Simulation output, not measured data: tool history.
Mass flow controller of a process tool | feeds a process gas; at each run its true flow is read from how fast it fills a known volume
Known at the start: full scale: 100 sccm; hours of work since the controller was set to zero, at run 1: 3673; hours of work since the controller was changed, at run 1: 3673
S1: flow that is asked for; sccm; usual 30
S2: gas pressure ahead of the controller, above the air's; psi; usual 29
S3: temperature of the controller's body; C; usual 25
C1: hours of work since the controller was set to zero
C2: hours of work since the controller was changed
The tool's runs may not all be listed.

Run 1, hour 0: usual settings; C1 3673; C2 3673. Result: true flow (%) 98.46.
Run 2, hour 426.9: usual settings; C1 3874; C2 3874. Result: true flow (%) 98.42.
Run 3, hour 952.1: usual settings; C1 4120; C2 4120. Result: true flow (%) 98.49.
Run 4, hour 1445.9: usual settings; C1 4353; C2 4353. Result: true flow (%) 98.38.
Run 5, hour 1728.8: usual settings; C1 4486; C2 4486. Result: true flow (%) 98.52.
Run 6, hour 2146.6: usual settings but S1 43 sccm, S3 36 C; C1 4682; C2 4682. Result: true flow (%) 99.73.
Run 7, hour 2663.1: usual settings but S2 21.5 psi; C1 4925; C2 4925. Result: true flow (%) 98.56.
Run 8, hour 3023.7: usual settings but S2 29.3 psi; C1 5094; C2 5094. Result: true flow (%) 98.43.
Run 9, hour 3269: usual settings but S2 34.2 psi, S3 23 C; C1 5210; C2 5210. Result: true flow (%) 98.12.
Run 10, hour 3497.2: usual settings but S1 94 sccm, S2 40.5 psi, S3 23 C; C1 5317; C2 5317. Result: true flow (%) 99.46.

Forecast each of these 3 alternatives for the next run:
Run A, hour 4026.9: usual settings but S1 77 sccm, S2 23.5 psi; C1 5566; C2 5566. Result: true flow (%) ?.
Run B, hour 4026.9: usual settings but S1 94 sccm, S2 24.9 psi, S3 23 C; C1 5566; C2 5566. Result: true flow (%) ?.
Run C, hour 4026.9: usual settings but S3 21 C; C1 5566; C2 5566. Result: true flow (%) ?.

run  true flow (%)
  A           99.5
  B          99.88
  C          98.03
Without the tool's hidden state the same runs would have given:
run  true flow (%)
  A          99.51
  B          99.89
  C          98.03
